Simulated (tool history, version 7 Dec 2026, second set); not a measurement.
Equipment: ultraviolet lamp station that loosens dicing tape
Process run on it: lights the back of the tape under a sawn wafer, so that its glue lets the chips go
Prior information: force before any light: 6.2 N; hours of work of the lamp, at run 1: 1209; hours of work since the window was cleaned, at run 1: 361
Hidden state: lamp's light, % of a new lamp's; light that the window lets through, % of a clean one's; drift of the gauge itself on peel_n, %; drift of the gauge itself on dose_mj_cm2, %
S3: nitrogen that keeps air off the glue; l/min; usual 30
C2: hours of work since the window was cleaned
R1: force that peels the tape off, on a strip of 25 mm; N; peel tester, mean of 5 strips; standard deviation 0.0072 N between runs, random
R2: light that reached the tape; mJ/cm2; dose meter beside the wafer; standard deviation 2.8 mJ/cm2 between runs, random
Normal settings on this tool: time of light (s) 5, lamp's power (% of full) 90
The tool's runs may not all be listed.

Run 1, hour 0.0: usual settings; hours of work of the lamp 1209; C2 361. Result: R1 0.530 N, R2 219 mJ/cm2.
At hour 20.0: window cleaned of glue's vapour.
Run 2, hour 55.5: usual settings; hours of work of the lamp 1238; C2 18. Result: R1 0.508 N, R2 228 mJ/cm2.
Run 3, hour 108.1: usual settings; hours of work of the lamp 1266; C2 46. Result: R1 0.527 N, R2 225 mJ/cm2.
Run 4, hour 145.6: usual settings; hours of work of the lamp 1285; C2 65. Result: R1 0.534 N, R2 222 mJ/cm2.
Run 5, hour 177.2: usual settings; hours of work of the lamp 1302; C2 82. Result: R1 0.582 N, R2 221 mJ/cm2.
Run 6, hour 217.8: usual settings; hours of work of the lamp 1323; C2 103. Result: R1 0.561 N, R2 217 mJ/cm2.
Run 7, hour 246.8: usual settings; hours of work of the lamp 1338; C2 118. Result: R1 0.568 N, R2 213 mJ/cm2.
Run 8, hour 273.6: usual settings but S3 11 l/min; hours of work of the lamp 1352; C2 132. Result: R1 0.905 N, R2 211 mJ/cm2.
Run 9, hour 318.6: usual settings but lamp's power (% of full) 67; hours of work of the lamp 1375; C2 156. Result: R1 1.005 N, R2 157 mJ/cm2.
Run 10, hour 375.9: usual settings but lamp's power (% of full) 67; hours of work of the lamp 1405; C2 185. Result: R1 1.042 N, R2 154 mJ/cm2.
Run 11, hour 434.6: usual settings but lamp's power (% of full) 67; hours of work of the lamp 1436; C2 216. Result: R1 1.056 N, R2 147 mJ/cm2.
At hour 452.4: lamp changed.
Run 12, hour 464.9: usual settings but lamp's power (% of full) 62; hours of work of the lamp 7; C2 231. Result: R1 0.435 N, R2 252 mJ/cm2.
Run 13, hour 497.3: usual settings but lamp's power (% of full) 62; hours of work of the lamp 23; C2 248. Result: R1 0.450 N, R2 251 mJ/cm2.
Run 14, hour 536.3: usual settings; hours of work of the lamp 44; C2 269. Result: R1 0.282 N, R2 357 mJ/cm2.
Run 15, hour 562.2: usual settings; hours of work of the lamp 57; C2 282. Result: R1 0.269 N, R2 354 mJ/cm2.
Run 16, hour 590.0: usual settings; hours of work of the lamp 72; C2 297. Result: R1 0.279 N, R2 357 mJ/cm2.
Run 17, hour 645.6: usual settings; hours of work of the lamp 101; C2 326. Result: R1 0.286 N, R2 351 mJ/cm2.
Run 18, hour 688.5: usual settings but S3 15 l/min; hours of work of the lamp 123; C2 348. Result: R1 0.342 N, R2 350 mJ/cm2.
At hour 733.3: window cleaned of glue's vapour.
Run 19, hour 747.2: usual settings; hours of work of the lamp 153; C2 7. Result: R1 0.273 N, R2 366 mJ/cm2.
Run 20, hour 790.5: usual settings; hours of work of the lamp 176; C2 30. Result: R1 0.264 N, R2 354 mJ/cm2.
Run 21, hour 833.4: usual settings but lamp's power (% of full) 71; hours of work of the lamp 198; C2 52. Result: R1 0.368 N, R2 280 mJ/cm2.
Run 22, hour 892.5: usual settings but lamp's power (% of full) 98; hours of work of the lamp 229; C2 83. Result: R1 0.262 N, R2 380 mJ/cm2.
Run 23, hour 942.8: usual settings but lamp's power (% of full) 98; hours of work of the lamp 255; C2 109. Result: R1 0.256 N, R2 369 mJ/cm2.
Run 24, hour 978.5: usual settings but lamp's power (% of full) 98; hours of work of the lamp 274; C2 128. Result: R1 0.274 N, R2 374 mJ/cm2.
Run 25, hour 1020.2: usual settings but time of light (s) 7, lamp's power (% of full) 97, S3 35 l/min; hours of work of the lamp 296; C2 150. Result: R1 0.213 N, R2 505 mJ/cm2.
Run 26, hour 1053.0: usual settings but lamp's power (% of full) 86, S3 53 l/min; hours of work of the lamp 313; C2 167. Result: R1 0.284 N, R2 321 mJ/cm2.
Run 27, hour 1100.4: usual settings but lamp's power (% of full) 88, S3 12 l/min; hours of work of the lamp 337; C2 191. Result: R1 0.414 N, R2 326 mJ/cm2.
Run 28, hour 1140.1: usual settings but S3 36 l/min; hours of work of the lamp 358; C2 212. Result: R1 0.290 N, R2 326 mJ/cm2.
Run 29, hour 1167.9: usual settings but time of light (s) 3, lamp's power (% of full) 82, S3 39 l/min; hours of work of the lamp 373; C2 227. Result: R1 0.771 N, R2 174 mJ/cm2.
Run 30, hour 1197.6: usual settings but lamp's power (% of full) 60, S3 51 l/min; hours of work of the lamp 388; C2 242. Result: R1 0.483 N, R2 209 mJ/cm2.
Run 31, hour 1230.1: usual settings but lamp's power (% of full) 60, S3 51 l/min; hours of work of the lamp 405; C2 259. Result: R1 0.471 N, R2 213 mJ/cm2.
Run 32, hour 1256.1: usual settings but lamp's power (% of full) 60, S3 51 l/min; hours of work of the lamp 419; C2 272. Result: R1 0.513 N, R2 209 mJ/cm2.
Run 33, hour 1280.7: usual settings but time of light (s) 4, lamp's power (% of full) 68, S3 24 l/min; hours of work of the lamp 431; C2 285. Result: R1 0.748 N, R2 190 mJ/cm2.
Run 34, hour 1336.2: usual settings but time of light (s) 3, lamp's power (% of full) 77, S3 13 l/min; hours of work of the lamp 460; C2 314. Result: R1 1.319 N, R2 156 mJ/cm2.
Run 35, hour 1381.6: usual settings but time of light (s) 3, lamp's power (% of full) 73, S3 17 l/min; hours of work of the lamp 484; C2 338. Result: R1 1.300 N, R2 148 mJ/cm2.
Run 36, hour 1424.7: usual settings but time of light (s) 3, lamp's power (% of full) 74, S3 25 l/min; hours of work of the lamp 506; C2 360. Result: R1 1.156 N, R2 150 mJ/cm2.
At hour 1446.2: window cleaned of glue's vapour.
Run 37, hour 1458.0: usual settings but lamp's power (% of full) 75; hours of work of the lamp 524; C2 6. Result: R1 0.392 N, R2 263 mJ/cm2.
Run 38, hour 1511.8: usual settings but lamp's power (% of full) 75; hours of work of the lamp 552; C2 34. Result: R1 0.420 N, R2 259 mJ/cm2.
Run 39, hour 1559.3: usual settings but time of light (s) 2, lamp's power (% of full) 73, S3 22 l/min; hours of work of the lamp 576; C2 59. Result: R1 1.981 N, R2 102 mJ/cm2.
Run 40, hour 1606.4: usual settings but lamp's power (% of full) 72, S3 18 l/min; hours of work of the lamp 601; C2 83. Result: R1 0.569 N, R2 243 mJ/cm2.
Run 41, hour 1641.3: usual settings but time of light (s) 4, lamp's power (% of full) 95, S3 11 l/min; hours of work of the lamp 619; C2 102. Result: R1 0.662 N, R2 253 mJ/cm2.
Run 42, hour 1692.1: usual settings but time of light (s) 2, S3 56 l/min; hours of work of the lamp 646; C2 128. Result: R1 1.314 N, R2 119 mJ/cm2.
Run 43, hour 1729.2: usual settings but time of light (s) 2, lamp's power (% of full) 67, S3 9 l/min; hours of work of the lamp 665; C2 147. Result: R1 2.879 N, R2 87 mJ/cm2.

4 ways to go on from here, each from the tool as it stands after run 43. What would each give?
Run A, hour 1774.6: usual settings but time of light (s) 3, lamp's power (% of full) 67, S3 9 l/min; hours of work of the lamp 689; C2 171. Result: R1 ?, R2 ?.
Run B, hour 1774.6: usual settings but lamp's power (% of full) 97; hours of work of the lamp 689; C2 171. Result: R1 ?, R2 ?.
Run C, hour 1774.6: usual settings but time of light (s) 2, lamp's power (% of full) 95, S3 9 l/min; hours of work of the lamp 689; C2 171. Result: R1 ?, R2 ?.
Run D, hour 1774.6: usual settings but time of light (s) 2; hours of work of the lamp 689; C2 171. Result: R1 ?, R2 ?.

run     R1   R2
  A  1.918  128
  B  0.306  313
  C  2.067  124
  D  1.547  117
Without the tool's hidden state the same runs would have given:
run     R1   R2
  A  1.369  168
  B  0.237  410
  C  1.502  162
  D  1.051  153

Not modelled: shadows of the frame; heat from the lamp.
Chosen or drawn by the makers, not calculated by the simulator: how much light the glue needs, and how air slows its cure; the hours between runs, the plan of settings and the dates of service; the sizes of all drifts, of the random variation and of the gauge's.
